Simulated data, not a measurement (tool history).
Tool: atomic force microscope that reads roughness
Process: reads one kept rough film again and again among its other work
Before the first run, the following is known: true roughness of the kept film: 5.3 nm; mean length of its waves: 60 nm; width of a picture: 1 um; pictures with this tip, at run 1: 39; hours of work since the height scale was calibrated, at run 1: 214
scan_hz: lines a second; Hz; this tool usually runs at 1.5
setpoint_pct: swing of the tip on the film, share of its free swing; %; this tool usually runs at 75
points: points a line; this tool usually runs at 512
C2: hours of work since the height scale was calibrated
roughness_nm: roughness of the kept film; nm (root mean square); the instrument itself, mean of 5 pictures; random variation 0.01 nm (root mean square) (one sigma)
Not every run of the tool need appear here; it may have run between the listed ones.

run 1 day=0 | scan_hz=1.5 setpoint_pct=75 points=512 | pictures_with_this_tip=39 C2=214 | roughness_nm=4.759
run 2 day=0.588 | scan_hz=1.5 setpoint_pct=75 points=512 | pictures_with_this_tip=60 C2=224 | roughness_nm=4.764
run 3 day=1.05 | scan_hz=1.5 setpoint_pct=90 points=512 | pictures_with_this_tip=76 C2=231 | roughness_nm=4.382
run 4 day=1.538 | scan_hz=1.5 setpoint_pct=90 points=512 | pictures_with_this_tip=93 C2=239 | roughness_nm=4.412
run 5 day=2.388 | scan_hz=1.5 setpoint_pct=90 points=512 | pictures_with_this_tip=123 C2=253 | roughness_nm=4.365
run 6 day=3.125 | scan_hz=1.5 setpoint_pct=90 points=512 | pictures_with_this_tip=149 C2=265 | roughness_nm=4.405
run 7 day=4.071 | scan_hz=1.5 setpoint_pct=90 points=512 | pictures_with_this_tip=182 C2=280 | roughness_nm=4.369
-- day=4.617 new tip fitted
run 8 day=4.838 | scan_hz=1.5 setpoint_pct=90 points=512 | pictures_with_this_tip=8 C2=292 | roughness_nm=4.399
run 9 day=5.354 | scan_hz=1.5 setpoint_pct=90 points=512 | pictures_with_this_tip=26 C2=300 | roughness_nm=4.398
run 10 day=5.783 | scan_hz=1.5 setpoint_pct=90 points=512 | pictures_with_this_tip=41 C2=307 | roughness_nm=4.377
run 11 day=6.462 | scan_hz=3.13 setpoint_pct=90 points=674 | pictures_with_this_tip=65 C2=318 | roughness_nm=3.807
run 12 day=7.312 | scan_hz=1.04 setpoint_pct=75 points=563 | pictures_with_this_tip=95 C2=332 | roughness_nm=4.867
run 13 day=8.3 | scan_hz=1.04 setpoint_pct=75 points=563 | pictures_with_this_tip=130 C2=348 | roughness_nm=4.87
run 14 day=9.158 | scan_hz=3.56 setpoint_pct=58 points=564 | pictures_with_this_tip=160 C2=362 | roughness_nm=4.793
run 15 day=9.604 | scan_hz=0.56 setpoint_pct=58 points=564 | pictures_with_this_tip=175 C2=369 | roughness_nm=5.081
run 16 day=10.142 | scan_hz=0.96 setpoint_pct=76 points=668 | pictures_with_this_tip=194 C2=378 | roughness_nm=4.88
-- day=10.346 new tip fitted
run 17 day=10.617 | scan_hz=0.75 setpoint_pct=88 points=512 | pictures_with_this_tip=9 C2=385 | roughness_nm=4.764
run 18 day=11.458 | scan_hz=0.75 setpoint_pct=88 points=512 | pictures_with_this_tip=39 C2=399 | roughness_nm=4.769
run 19 day=12.475 | scan_hz=0.75 setpoint_pct=88 points=512 | pictures_with_this_tip=75 C2=415 | roughness_nm=4.76
run 20 day=13.479 | scan_hz=2.07 setpoint_pct=88 points=372 | pictures_with_this_tip=110 C2=432 | roughness_nm=4.212

Branching from run 20: 5 alternative next runs. What would each branch give?
run A day=14.221 | scan_hz=1.51 setpoint_pct=67 points=340 | pictures_with_this_tip=136 C2=444 | roughness_nm=?
run B day=14.221 | scan_hz=2.86 setpoint_pct=80 points=954 | pictures_with_this_tip=136 C2=444 | roughness_nm=?
run C day=14.221 | scan_hz=3.37 setpoint_pct=87 points=756 | pictures_with_this_tip=136 C2=444 | roughness_nm=?
run D day=14.221 | scan_hz=1.89 setpoint_pct=66 points=483 | pictures_with_this_tip=136 C2=444 | roughness_nm=?
run E day=14.221 | scan_hz=0.76 setpoint_pct=67 points=424 | pictures_with_this_tip=136 C2=444 | roughness_nm=?

run=A roughness_nm=4.867
run=B roughness_nm=4.26
run=C roughness_nm=3.863
run=D roughness_nm=4.834
run=E roughness_nm=5.024
Stripped of hidden state, with their random variation kept, the same runs would have yielded:
run=A roughness_nm=4.87
run=B roughness_nm=4.263
run=C roughness_nm=3.866
run=D roughness_nm=4.838
run=E roughness_nm=5.028
